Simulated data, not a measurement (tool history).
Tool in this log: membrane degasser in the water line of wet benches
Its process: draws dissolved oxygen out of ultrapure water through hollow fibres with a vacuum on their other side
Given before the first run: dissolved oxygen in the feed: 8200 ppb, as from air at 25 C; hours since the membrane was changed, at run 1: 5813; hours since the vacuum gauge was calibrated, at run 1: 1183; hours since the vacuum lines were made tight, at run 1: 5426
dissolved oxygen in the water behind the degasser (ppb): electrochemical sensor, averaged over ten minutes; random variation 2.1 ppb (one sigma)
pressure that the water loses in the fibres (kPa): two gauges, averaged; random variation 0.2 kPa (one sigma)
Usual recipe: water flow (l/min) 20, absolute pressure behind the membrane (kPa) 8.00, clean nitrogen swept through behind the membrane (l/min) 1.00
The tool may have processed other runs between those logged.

run,hour,water flow (l/min),absolute pressure behind the membrane (kPa),clean nitrogen swept through behind the membrane (l/min),hours since the membrane was changed,hours since the vacuum gauge was calibrated,hours since the vacuum lines were made tight,dissolved oxygen in the water behind the degasser (ppb),pressure that the water loses in the fibres (kPa)
1,0.0,20,8.00,1.00,5813,1183,5426,223.0,46.52
2,147.0,15,8.00,1.00,5960,1330,5573,169.8,35.05
3,297.2,19,8.00,1.00,6111,1480,5723,209.5,44.14
4,428.9,19,8.00,1.00,6242,1612,5855,210.9,44.03
5,559.9,19,8.00,1.00,6373,1743,5986,214.1,44.61
6,741.6,20,8.00,1.00,6555,1924,6167,223.0,46.71
7,855.5,20,8.00,1.00,6669,2038,6281,221.3,46.70
# hour 938.2: seals of the vacuum lines changed
8,980.3,20,8.00,1.00,6792,2161,42,224.0,46.78
9,1097.6,23,6.16,2.34,6909,2278,159,86.3,53.90
10,1343.6,23,6.16,2.34,7155,2524,405,86.6,53.83
# hour 1361.7: vacuum gauge calibrated
11,1537.8,26,8.00,1.00,7349,176,599,304.6,61.03
12,1683.8,16,8.00,1.00,7495,322,745,185.2,37.65
13,1848.5,20,8.12,2.32,7659,487,910,112.6,47.03
14,2070.1,20,6.43,2.32,7881,708,1131,79.9,47.31

Each row is a separate what-if for the run after 14, all from the same tool condition, not one after another. Results?
A,2309.7,30,8.00,2.17,8121,948,1371,?,?
B,2309.7,26,6.43,1.71,8121,948,1371,?,?
C,2309.7,21,7.38,0.60,8121,948,1371,?,?
D,2309.7,20,6.43,0.60,8121,948,1371,?,?

run,dissolved oxygen in the water behind the degasser (ppb),pressure that the water loses in the fibres (kPa)
A,199.7,70.68
B,146.1,61.25
C,329.6,49.76
D,250.9,47.22
Without the tool's unlogged condition, the same runs would have read:
run,dissolved oxygen in the water behind the degasser (ppb),pressure that the water loses in the fibres (kPa)
A,179.2,67.29
B,127.7,58.32
C,301.7,47.39
D,224.1,44.96
